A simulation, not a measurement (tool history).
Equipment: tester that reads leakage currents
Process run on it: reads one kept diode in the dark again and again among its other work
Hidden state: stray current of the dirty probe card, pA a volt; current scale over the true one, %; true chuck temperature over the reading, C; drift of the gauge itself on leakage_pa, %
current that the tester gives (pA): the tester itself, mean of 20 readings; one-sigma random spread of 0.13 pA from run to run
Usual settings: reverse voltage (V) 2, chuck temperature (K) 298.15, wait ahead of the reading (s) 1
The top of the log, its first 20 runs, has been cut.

run    hour  reverse voltage (V)  chuck temperature (K)  wait ahead of the reading (s)  hours of work since the probe card was cleaned  hours of work since the tester was calibrated  hours of work since the chuck was calibrated  current that the tester gives (pA)
     2443.3  -- tester calibrated
 21  2546.3                    2                 313.15                           8.11                                             965                                             47                                           863                              110.13
     2640.5  -- probe card cleaned and baked
 22  2685.2                    2                 313.15                           8.11                                              20                                            110                                           926                              104.87
 23    2781                 2.05                 300.15                           8.11                                              64                                            153                                           969                               41.73
 24  2916.6                 3.11                 295.15                            5.7                                             127                                            216                                          1032                               35.17
 25  3067.7                 3.11                 318.15                            5.7                                             196                                            285                                          1101                               174.9
 26    3191                 2.39                 308.15                           0.58                                             252                                            341                                          1157                               79.39
     3287.8  -- chuck's temperature calibrated
 27  3319.7                 3.41                 308.15                            6.9                                             310                                            399                                            15                              108.94
 28  3456.5                 3.41                 308.15                            6.9                                             373                                            462                                            77                              107.75
 29    3554                 9.78                 308.15                           7.33                                             418                                            507                                           122                              173.74
 30  3707.5                 2.71                 313.15                           3.33                                             488                                            577                                           192                              134.18
 31  3864.6                 2.71                 313.15                           3.33                                             560                                            649                                           264                              133.68

3 options for the next run, each taken on its own from the tool as it stands now. Forecast them:
  A  3964                 2.71                 313.15                           2.11                                             606                                            695                                           310                                   ?
  B  3964                 2.71                 296.15                           3.33                                             606                                            695                                           310                                   ?
  C  3964                19.55                 325.15                           0.84                                             606                                            695                                           310                                   ?

run  current that the tester gives (pA)
  A                              132.63
  B                               41.71
  C                              701.63
Stripped of hidden state, with their random variation kept, the same runs would have yielded:
run  current that the tester gives (pA)
  A                              135.87
  B                               40.59
  C                              709.59

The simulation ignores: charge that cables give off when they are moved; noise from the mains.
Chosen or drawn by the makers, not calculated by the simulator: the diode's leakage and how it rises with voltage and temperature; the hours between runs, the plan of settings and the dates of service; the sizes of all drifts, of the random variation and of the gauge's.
